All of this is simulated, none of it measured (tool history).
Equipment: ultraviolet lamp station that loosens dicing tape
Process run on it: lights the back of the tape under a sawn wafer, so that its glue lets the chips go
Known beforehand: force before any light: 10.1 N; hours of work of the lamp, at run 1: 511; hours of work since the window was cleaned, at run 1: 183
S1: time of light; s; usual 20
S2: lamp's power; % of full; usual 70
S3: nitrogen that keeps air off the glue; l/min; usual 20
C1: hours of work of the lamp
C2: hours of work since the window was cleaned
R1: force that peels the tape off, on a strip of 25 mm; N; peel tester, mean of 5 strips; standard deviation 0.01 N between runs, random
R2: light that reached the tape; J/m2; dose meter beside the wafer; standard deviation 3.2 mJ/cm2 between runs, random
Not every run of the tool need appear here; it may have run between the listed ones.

{"run": 1, "hour": 0.0, "S1": 20, "S2": 70, "S3": 20, "C1": 511, "C2": 183, "R1": 0.677, "R2": 4010}
{"run": 2, "hour": 25.8, "S1": 20, "S2": 70, "S3": 20, "C1": 521, "C2": 193, "R1": 0.725, "R2": 4030}
{"run": 3, "hour": 52.8, "S1": 20, "S2": 70, "S3": 20, "C1": 532, "C2": 204, "R1": 0.754, "R2": 4030}
{"run": 4, "hour": 73.8, "S1": 20, "S2": 70, "S3": 20, "C1": 541, "C2": 213, "R1": 0.716, "R2": 4000}
{"hour": 92.2, "done": "window cleaned of glue's vapour"}
{"run": 5, "hour": 105.5, "S1": 20, "S2": 70, "S3": 20, "C1": 553, "C2": 5, "R1": 0.603, "R2": 4420}
{"run": 6, "hour": 120.6, "S1": 20, "S2": 70, "S3": 30, "C1": 560, "C2": 12, "R1": 0.447, "R2": 4440}
{"run": 7, "hour": 136.6, "S1": 20, "S2": 70, "S3": 30, "C1": 566, "C2": 18, "R1": 0.457, "R2": 4370}
{"run": 8, "hour": 167.1, "S1": 20, "S2": 70, "S3": 30, "C1": 578, "C2": 30, "R1": 0.457, "R2": 4360}
{"run": 9, "hour": 182.6, "S1": 20, "S2": 70, "S3": 20, "C1": 585, "C2": 37, "R1": 0.629, "R2": 4320}
{"run": 10, "hour": 215.8, "S1": 20, "S2": 70, "S3": 20, "C1": 598, "C2": 50, "R1": 0.622, "R2": 4190}
{"run": 11, "hour": 249.1, "S1": 20, "S2": 70, "S3": 20, "C1": 612, "C2": 64, "R1": 0.644, "R2": 4250}
{"run": 12, "hour": 274.4, "S1": 20, "S2": 70, "S3": 20, "C1": 622, "C2": 74, "R1": 0.665, "R2": 4230}
{"run": 13, "hour": 291.0, "S1": 33, "S2": 70, "S3": 18, "C1": 629, "C2": 81, "R1": 0.208, "R2": 6930}
{"run": 14, "hour": 307.3, "S1": 11, "S2": 85, "S3": 18, "C1": 635, "C2": 87, "R1": 1.662, "R2": 2810}
{"run": 15, "hour": 328.9, "S1": 11, "S2": 85, "S3": 18, "C1": 644, "C2": 96, "R1": 1.716, "R2": 2740}
{"run": 16, "hour": 356.7, "S1": 35, "S2": 85, "S3": 18, "C1": 656, "C2": 108, "R1": 0.147, "R2": 8730}
{"run": 17, "hour": 382.5, "S1": 20, "S2": 62, "S3": 20, "C1": 666, "C2": 118, "R1": 0.963, "R2": 3620}
{"run": 18, "hour": 406.1, "S1": 36, "S2": 71, "S3": 20, "C1": 676, "C2": 128, "R1": 0.182, "R2": 7430}
{"run": 19, "hour": 432.8, "S1": 21, "S2": 90, "S3": 37, "C1": 687, "C2": 139, "R1": 0.237, "R2": 5450}
{"run": 20, "hour": 454.3, "S1": 21, "S2": 90, "S3": 37, "C1": 695, "C2": 147, "R1": 0.224, "R2": 5450}
{"run": 21, "hour": 487.9, "S1": 21, "S2": 90, "S3": 37, "C1": 709, "C2": 161, "R1": 0.244, "R2": 5350}
{"run": 22, "hour": 513.8, "S1": 21, "S2": 76, "S3": 37, "C1": 719, "C2": 171, "R1": 0.365, "R2": 4520}
{"run": 23, "hour": 545.2, "S1": 26, "S2": 60, "S3": 20, "C1": 732, "C2": 184, "R1": 0.637, "R2": 4320}
{"run": 24, "hour": 563.9, "S1": 17, "S2": 91, "S3": 34, "C1": 740, "C2": 192, "R1": 0.439, "R2": 4320}

What if the next run were any one of these 3? Each begins from the tool's condition after run 24:
{"run": "A", "hour": 581.8, "S1": 11, "S2": 91, "S3": 19, "C1": 747, "C2": 199, "R1": "?", "R2": "?"}
{"run": "B", "hour": 581.8, "S1": 18, "S2": 91, "S3": 20, "C1": 747, "C2": 199, "R1": "?", "R2": "?"}
{"run": "C", "hour": 581.8, "S1": 14, "S2": 84, "S3": 40, "C1": 747, "C2": 199, "R1": "?", "R2": "?"}

run=A R1=1.688 R2=2770
run=B R1=0.552 R2=4480
run=C R1=0.801 R2=3250
What these runs would have given with no unlogged condition in the tool:
run=A R1=1.034 R2=3570
run=B R1=0.287 R2=5770
run=C R1=0.429 R2=4170
